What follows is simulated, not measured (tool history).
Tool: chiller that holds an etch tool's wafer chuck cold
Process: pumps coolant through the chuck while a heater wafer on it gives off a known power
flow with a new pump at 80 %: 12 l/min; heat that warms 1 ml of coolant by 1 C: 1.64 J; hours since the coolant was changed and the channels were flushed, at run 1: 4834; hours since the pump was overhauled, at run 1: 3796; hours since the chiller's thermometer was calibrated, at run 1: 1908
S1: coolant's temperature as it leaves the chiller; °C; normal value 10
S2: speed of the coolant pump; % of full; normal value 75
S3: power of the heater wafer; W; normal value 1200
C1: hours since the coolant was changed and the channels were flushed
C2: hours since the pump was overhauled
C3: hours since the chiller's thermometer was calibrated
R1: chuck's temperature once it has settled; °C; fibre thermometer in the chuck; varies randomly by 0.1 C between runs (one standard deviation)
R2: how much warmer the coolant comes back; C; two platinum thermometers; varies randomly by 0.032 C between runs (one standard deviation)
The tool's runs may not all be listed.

run 1 day=0.000 | S1=10 S2=75 S3=1200 | C1=4834 C2=3796 C3=1908 | R1=21.7 R2=4.14
run 2 day=4.167 | S1=10 S2=75 S3=1200 | C1=4934 C2=3896 C3=2008 | R1=21.8 R2=4.12
run 3 day=8.400 | S1=10 S2=85 S3=1200 | C1=5035 C2=3997 C3=2110 | R1=20.6 R2=3.58
-- day=10.079 coolant changed, channels flushed
run 4 day=11.471 | S1=10 S2=85 S3=1200 | C1=33 C2=4065 C3=2178 | R1=19.3 R2=3.68
run 5 day=13.362 | S1=10 S2=75 S3=1200 | C1=79 C2=4111 C3=2223 | R1=20.5 R2=4.18
run 6 day=17.275 | S1=10 S2=75 S3=916 | C1=173 C2=4204 C3=2317 | R1=18.0 R2=3.25
run 7 day=20.029 | S1=10 S2=75 S3=916 | C1=239 C2=4271 C3=2383 | R1=18.1 R2=3.23
run 8 day=22.133 | S1=10 S2=75 S3=916 | C1=289 C2=4321 C3=2434 | R1=18.1 R2=3.20
run 9 day=24.408 | S1=10 S2=75 S3=916 | C1=344 C2=4376 C3=2488 | R1=18.1 R2=3.18
run 10 day=27.367 | S1=14 S2=75 S3=1200 | C1=415 C2=4447 C3=2559 | R1=24.7 R2=4.21
run 11 day=31.333 | S1=19 S2=75 S3=1200 | C1=510 C2=4542 C3=2654 | R1=29.7 R2=4.18
run 12 day=35.596 | S1=19 S2=75 S3=1200 | C1=612 C2=4644 C3=2757 | R1=29.8 R2=4.26
run 13 day=38.825 | S1=19 S2=75 S3=1200 | C1=690 C2=4722 C3=2834 | R1=29.7 R2=4.21
run 14 day=41.846 | S1=19 S2=75 S3=1200 | C1=762 C2=4794 C3=2907 | R1=29.9 R2=4.25
run 15 day=45.075 | S1=19 S2=75 S3=728 | C1=840 C2=4872 C3=2984 | R1=25.4 R2=2.60
run 16 day=48.446 | S1=0 S2=75 S3=728 | C1=921 C2=4953 C3=3065 | R1=6.6 R2=2.57
run 17 day=50.667 | S1=0 S2=63 S3=728 | C1=974 C2=5006 C3=3118 | R1=7.9 R2=3.11
run 18 day=54.433 | S1=15 S2=87 S3=664 | C1=1064 C2=5096 C3=3209 | R1=20.3 R2=1.99
run 19 day=58.500 | S1=15 S2=88 S3=974 | C1=1162 C2=5194 C3=3306 | R1=22.6 R2=2.91
run 20 day=62.700 | S1=15 S2=88 S3=974 | C1=1263 C2=5295 C3=3407 | R1=22.6 R2=2.95
run 21 day=65.038 | S1=18 S2=88 S3=714 | C1=1319 C2=5351 C3=3463 | R1=23.7 R2=2.16
run 22 day=67.021 | S1=10 S2=69 S3=935 | C1=1367 C2=5398 C3=3511 | R1=19.4 R2=3.67
run 23 day=71.375 | S1=10 S2=62 S3=1200 | C1=1471 C2=5503 C3=3615 | R1=23.4 R2=5.33
run 24 day=75.304 | S1=10 S2=62 S3=1200 | C1=1565 C2=5597 C3=3710 | R1=23.6 R2=5.34
run 25 day=78.417 | S1=11 S2=63 S3=1298 | C1=1640 C2=5672 C3=3784 | R1=25.5 R2=5.67
run 26 day=80.354 | S1=16 S2=95 S3=1200 | C1=1687 C2=5718 C3=3831 | R1=24.9 R2=3.32
run 27 day=84.612 | S1=20 S2=72 S3=680 | C1=1789 C2=5821 C3=3933 | R1=26.7 R2=2.57
run 28 day=87.908 | S1=12 S2=75 S3=1200 | C1=1868 C2=5900 C3=4012 | R1=23.3 R2=4.28
run 29 day=92.292 | S1=12 S2=79 S3=1007 | C1=1973 C2=6005 C3=4117 | R1=21.0 R2=3.42
run 30 day=96.675 | S1=9 S2=84 S3=1200 | C1=2078 C2=6110 C3=4223 | R1=19.2 R2=3.91
run 31 day=99.058 | S1=10 S2=89 S3=895 | C1=2135 C2=6167 C3=4280 | R1=17.3 R2=2.69
-- day=99.904 chiller's thermometer calibrated
run 32 day=102.800 | S1=10 S2=89 S3=895 | C1=2224 C2=6256 C3=70 | R1=17.4 R2=2.79

Branching from run 32: 4 alternative next runs. What would each branch give?
run A day=105.242 | S1=10 S2=89 S3=865 | C1=2283 C2=6315 C3=128 | R1=? R2=?
run B day=105.242 | S1=0 S2=75 S3=806 | C1=2283 C2=6315 C3=128 | R1=? R2=?
run C day=105.242 | S1=10 S2=71 S3=895 | C1=2283 C2=6315 C3=128 | R1=? R2=?
run D day=105.242 | S1=10 S2=82 S3=895 | C1=2283 C2=6315 C3=128 | R1=? R2=?

run=A R1=17.0 R2=2.57
run=B R1=8.0 R2=2.90
run=C R1=19.2 R2=3.45
run=D R1=18.0 R2=2.96
The same runs, with their run-to-run variation unchanged, on a tool lacking any hidden condition would have given:
run=A R1=15.9 R2=2.30
run=B R1=6.7 R2=2.60
run=C R1=17.8 R2=3.10
run=D R1=16.8 R2=2.66

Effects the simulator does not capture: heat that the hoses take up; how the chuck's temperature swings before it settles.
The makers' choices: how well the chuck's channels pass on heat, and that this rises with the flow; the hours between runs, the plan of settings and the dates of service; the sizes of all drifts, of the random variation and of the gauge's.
